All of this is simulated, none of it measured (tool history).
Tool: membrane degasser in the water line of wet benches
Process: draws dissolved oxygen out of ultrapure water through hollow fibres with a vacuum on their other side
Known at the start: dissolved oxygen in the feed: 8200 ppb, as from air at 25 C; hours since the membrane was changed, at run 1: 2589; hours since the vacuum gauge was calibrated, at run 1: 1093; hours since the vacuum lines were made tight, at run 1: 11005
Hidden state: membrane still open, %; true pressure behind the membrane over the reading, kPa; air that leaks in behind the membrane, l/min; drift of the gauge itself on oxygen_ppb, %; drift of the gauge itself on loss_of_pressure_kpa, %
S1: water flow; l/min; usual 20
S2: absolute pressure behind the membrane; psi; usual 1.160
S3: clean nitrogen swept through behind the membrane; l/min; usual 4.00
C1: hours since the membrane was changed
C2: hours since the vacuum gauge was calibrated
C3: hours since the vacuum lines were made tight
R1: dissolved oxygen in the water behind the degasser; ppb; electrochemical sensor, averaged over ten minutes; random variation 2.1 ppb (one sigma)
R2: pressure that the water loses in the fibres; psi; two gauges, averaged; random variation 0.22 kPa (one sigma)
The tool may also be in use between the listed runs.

run	hour	S1	S2	S3	C1	C2	C3	R1	R2
1	0.0	20	1.160	4.00	2589	1093	11005	215.3	8.010
2	65.1	20	1.160	4.00	2654	1158	11070	218.2	7.950
3	101.1	20	1.160	4.00	2690	1194	11106	215.6	7.984
4	153.1	20	1.160	4.00	2742	1246	11158	212.8	8.037
5	201.9	20	1.072	4.00	2791	1295	11207	209.9	8.015
6	242.8	28	1.112	4.00	2832	1336	11248	486.7	11.252
7	287.0	29	1.437	4.00	2876	1380	11292	554.1	11.632
8	332.5	29	1.437	4.00	2922	1425	11338	560.4	11.664
9	371.2	29	1.437	4.00	2960	1464	11376	565.4	11.604
10	437.8	24	1.948	4.34	3027	1531	11443	402.0	9.678

Forecast each of these 3 alternatives for the next run:
A	473.1	24	0.969	4.34	3062	1566	11478	?	?
B	473.1	16	1.948	4.34	3062	1566	11478	?	?
C	473.1	30	1.948	4.34	3062	1566	11478	?	?

run	R1	R2
A	322.0	9.571
B	164.5	6.444
C	639.6	12.019
Without the tool's hidden state the same runs would have given:
run	R1	R2
A	311.3	9.459
B	159.9	6.369
C	623.8	11.879
